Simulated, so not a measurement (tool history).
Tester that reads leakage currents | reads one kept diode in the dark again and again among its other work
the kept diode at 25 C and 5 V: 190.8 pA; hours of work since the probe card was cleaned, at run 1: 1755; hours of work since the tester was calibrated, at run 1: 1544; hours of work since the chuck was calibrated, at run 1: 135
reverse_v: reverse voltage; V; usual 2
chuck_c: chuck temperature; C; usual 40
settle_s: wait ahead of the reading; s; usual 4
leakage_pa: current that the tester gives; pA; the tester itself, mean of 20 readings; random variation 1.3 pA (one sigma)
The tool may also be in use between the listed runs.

run	hour	reverse_v	chuck_c	settle_s	hours of work since the probe card was cleaned	hours of work since the tester was calibrated	hours of work since the chuck was calibrated	leakage_pa
1	0	2	40	4	1755	1544	135	454.49
2	117.9	2	40	4	1820	1610	201	458.7
3	206.5	2	40	4	1870	1659	250	460.67
4	266.2	2	40	1.55	1903	1693	283	458.62
# hour 372.8: probe card cleaned and baked
5	372.8	7.03	40	4	0	1750	341	885.84
6	458.9	7.03	40	4	48	1798	389	891.61
7	523.9	2	40	2.69	84	1835	425	462.21
8	639.3	2	40	2.69	148	1899	489	464.31
9	737.3	2	40	2.69	203	1954	544	468.5
10	835.6	2	40	4	258	2008	599	466.5
11	906.3	2	59	4	297	2048	638	2096.78
# hour 929.3: probe card cleaned and baked, once more
12	965.5	2	40	4	20	2079	670	468.03
13	1089	2	40	4	89	2148	738	467.05
14	1161.9	2	33	4	130	2189	779	256.62
15	1289.7	2	33	4	201	2260	850	257.4
16	1414.4	2.89	40	4	270	2329	920	569.49
17	1503.1	2	40	4	320	2379	969	474.41
18	1638	2	40	4	395	2454	1044	474.81
19	1757.2	2	40	4	461	2520	1111	475.2
20	1842	2	40	0.96	509	2568	1158	477.2
21	1940.6	2	40	0.96	564	2623	1213	477.39
22	2028.2	4.87	38	4	612	2671	1262	641.95
23	2154.6	3.48	30	4	683	2742	1332	270.73
24	2243.6	8.69	51	3.5	732	2791	1382	2511.22
25	2341.2	5.49	51	3.5	787	2846	1436	1994.45
26	2425.7	7.77	51	3.5	834	2893	1483	2372.72
27	2496.5	1.94	51	4.3	873	2932	1523	1162.2
28	2558.8	6.54	21	1.66	908	2967	1558	170.57
29	2695.5	6.54	38	1.66	984	3043	1634	766.87
30	2758.3	12.58	37	1.41	1019	3078	1669	989.14
31	2829.5	9.08	40	0.53	1059	3118	1708	1080.18
32	2957.2	9.08	40	0.53	1130	3189	1780	1083.71
33	3026.9	12.12	37	2.86	1169	3228	1818	984.9
# hour 3041: chuck's temperature calibrated
34	3166.7	12.12	37	2.86	1246	3305	70	912.08
35	3237.2	14.88	23	0.63	1285	3344	109	301.22

5 ways to go on from here, each from the tool as it stands after run 35. What would each give?
A	3347.3	2.33	31	6.17	1346	3405	171	?
B	3347.3	2	40	0.38	1346	3405	171	?
C	3347.3	3.3	26	3.67	1346	3405	171	?
D	3347.3	9.22	52	2.14	1346	3405	171	?
E	3347.3	9.98	58	0.63	1346	3405	171	?

run	leakage_pa
A	231.54
B	461.36
C	177.3
D	2681.3
E	4383.11
Without the tool's hidden state the same runs would have given:
run	leakage_pa
A	222.67
B	446.5
C	169.03
D	2599.63
E	4256.29
